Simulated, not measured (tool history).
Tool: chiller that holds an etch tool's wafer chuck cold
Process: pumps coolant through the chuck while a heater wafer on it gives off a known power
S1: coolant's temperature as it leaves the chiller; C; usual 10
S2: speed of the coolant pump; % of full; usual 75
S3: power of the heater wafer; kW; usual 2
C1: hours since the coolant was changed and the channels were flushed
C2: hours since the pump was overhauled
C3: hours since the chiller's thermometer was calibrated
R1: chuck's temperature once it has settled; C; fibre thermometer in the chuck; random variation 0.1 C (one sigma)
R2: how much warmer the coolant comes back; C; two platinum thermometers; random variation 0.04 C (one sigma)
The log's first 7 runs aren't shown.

run	day	S1	S2	S3	C1	C2	C3	R1	R2
8	20.279	11	75	2	3040	829	637	40.1	8.94
9	24.254	11	75	2	3135	924	732	40.5	8.96
10	27.85	10	75	2	3221	1010	818	39.4	8.96
11	30.529	10	75	2	3285	1074	883	39.5	8.93
12	32.95	10	75	1.998	3344	1133	941	39.6	8.96
13	35.879	10	75	1.998	3414	1203	1011	39.6	8.94
14	39.079	10	75	1.998	3491	1280	1088	39.6	8.98
15	42.362	10	75	1.998	3570	1359	1167	39.7	9
16	44.767	10	75	1.998	3627	1416	1224	39.8	9.02
17	47.879	10	73	1.08	3702	1491	1299	26.7	5.02
18	49.929	6	89	2.021	3751	1540	1348	33.2	7.58
19	54.217	14	75	1.575	3854	1643	1451	37.7	7.14
20	56.958	7	65	2.416	3920	1709	1517	46.7	12.79
21	60.975	7	65	2.416	4016	1805	1613	46.9	12.86
22	65.308	8	65	2.416	4120	1909	1717	47.9	12.9
23	68.642	15	75	1.098	4200	1989	1797	31.8	4.99
24	72.292	13	60	2	4288	2077	1885	47.9	11.69
25	75.058	13	60	2	4354	2143	1951	48.2	11.67
26	77.683	13	60	2	4417	2206	2014	48.1	11.67
27	79.846	19	84	2	4469	2258	2066	47.5	8.06
28	84.308	1	81	2	4576	2365	2173	30.1	8.42
29	87.392	10	83	2	4650	2439	2247	38.9	8.15
30	89.354	10	83	2	4697	2486	2294	38.8	8.19
31	91.533	10	86	2	4750	2539	2347	38.4	7.88

Forecast run 32:
32	93.733	10	61	1.266	4802	2591	2400	?	?

Run 32 gave R1 32.4 C, R2 7.35 C.
Without the tool's hidden state the same run would have given R1 30.1 C, R2 7.14 C.

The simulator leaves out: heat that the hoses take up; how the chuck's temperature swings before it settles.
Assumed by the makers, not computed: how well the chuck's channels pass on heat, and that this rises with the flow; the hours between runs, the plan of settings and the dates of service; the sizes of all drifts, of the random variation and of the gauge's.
